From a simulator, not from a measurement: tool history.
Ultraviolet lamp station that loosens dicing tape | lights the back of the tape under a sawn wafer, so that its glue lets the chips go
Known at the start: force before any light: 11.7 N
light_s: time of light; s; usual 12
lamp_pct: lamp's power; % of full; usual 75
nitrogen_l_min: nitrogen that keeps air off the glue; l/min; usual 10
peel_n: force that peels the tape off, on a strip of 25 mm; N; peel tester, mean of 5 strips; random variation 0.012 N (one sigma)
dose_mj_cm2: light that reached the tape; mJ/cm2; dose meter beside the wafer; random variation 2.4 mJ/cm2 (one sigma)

| run | hour | light_s | lamp_pct | nitrogen_l_min | peel_n | dose_mj_cm2 |
|---|---|---|---|---|---|---|
| 1 | 0 | 12 | 75 | 10 | 0.534 | 255 |
| 2 | 25.2 | 12 | 75 | 10 | 0.545 | 249 |
| 3 | 61.3 | 12 | 75 | 10 | 0.536 | 246 |
| 4 | 93.4 | 12 | 75 | 10 | 0.538 | 248 |
| 5 | 111.4 | 12 | 75 | 10 | 0.543 | 251 |
| 6 | 140.8 | 12 | 75 | 10 | 0.56 | 249 |
| 7 | 175.7 | 12 | 75 | 10 | 0.544 | 252 |
| 8 | 212.7 | 12 | 75 | 10 | 0.547 | 254 |

Forecast run 9:
|  | 218.5 | window cleaned of glue's vapour |
| 9 | 236.1 | 14 | 82 | 10 | ? | ? |

Run 9 gave peel_n 0.343 N, dose_mj_cm2 322 mJ/cm2.
Without the tool's hidden state the same run would have given peel_n 0.343 N, dose_mj_cm2 323 mJ/cm2.
